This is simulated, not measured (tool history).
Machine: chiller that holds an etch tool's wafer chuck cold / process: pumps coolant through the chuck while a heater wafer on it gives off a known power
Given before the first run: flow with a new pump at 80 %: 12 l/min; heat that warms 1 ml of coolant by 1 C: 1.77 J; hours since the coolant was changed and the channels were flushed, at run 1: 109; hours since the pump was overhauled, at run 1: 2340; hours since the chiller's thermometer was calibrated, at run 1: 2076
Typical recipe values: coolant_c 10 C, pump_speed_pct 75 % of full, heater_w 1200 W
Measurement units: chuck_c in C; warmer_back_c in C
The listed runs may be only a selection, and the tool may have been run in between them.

| run | hour | coolant_c | pump_speed_pct | heater_w | hours since the coolant was changed and the channels were flushed | hours since the pump was overhauled | hours since the chiller's thermometer was calibrated | chuck_c | warmer_back_c |
|---|---|---|---|---|---|---|---|---|---|
| 1 | 0 | 10 | 75 | 1200 | 109 | 2340 | 2076 | 20.7 | 3.77 |
| 2 | 33.9 | 10 | 75 | 660 | 143 | 2373 | 2110 | 15.7 | 2.07 |
| 3 | 87.2 | 10 | 75 | 1200 | 197 | 2427 | 2163 | 20.5 | 3.8 |
| 4 | 120.5 | 10 | 75 | 1200 | 230 | 2460 | 2196 | 20.6 | 3.77 |
| 5 | 167.6 | 17 | 75 | 1200 | 277 | 2507 | 2243 | 27.3 | 3.8 |
| 6 | 231.3 | 17 | 75 | 1200 | 341 | 2571 | 2307 | 27.5 | 3.81 |
| 7 | 293.1 | 8 | 75 | 1200 | 402 | 2633 | 2369 | 18.4 | 3.82 |
| 8 | 329.9 | 10 | 66 | 1200 | 439 | 2670 | 2406 | 21.5 | 4.32 |
| 9 | 376.4 | 10 | 66 | 1200 | 486 | 2716 | 2452 | 21.3 | 4.34 |
| 10 | 425.2 | 10 | 72 | 1771 | 535 | 2765 | 2501 | 26 | 5.84 |
| 11 | 484.9 | 10 | 72 | 1771 | 594 | 2825 | 2561 | 26.2 | 5.86 |
| 12 | 544.5 | 11 | 62 | 628 | 654 | 2884 | 2620 | 17.3 | 2.44 |
| 13 | 596.2 | 15 | 63 | 843 | 706 | 2936 | 2672 | 23.2 | 3.17 |
| 14 | 640.7 | 20 | 81 | 1051 | 750 | 2980 | 2716 | 29.2 | 3.1 |
| 15 | 682.8 | 10 | 76 | 1156 | 792 | 3022 | 2759 | 20.2 | 3.66 |

A few steps of chuck_c between consecutive runs. Split each: what settings, incoming material and random variation would produce without the hidden state, and what is left over for the hidden state, along with gauge scatter present in only one of the two compared results (measured, and without hidden state):
Unlogged tool condition in this case: heat passed by the chuck's channels, % of clean ones'; flow at a given pump speed, % of a new pump's; coolant's true temperature over the reading, C; drift of the gauge itself on chuck_c, C; drift of the gauge itself on warmer_back_c, C.
Run 6 -> 7: coolant_c 17 -> 8. chuck_c -9.1 C: hidden state +0, all else -9.1.
Run 11 -> 12: coolant_c 10 -> 11, pump_speed_pct 72 -> 62, heater_w 1771 -> 628. chuck_c -8.9 C: hidden state -0.4, all else -8.5.
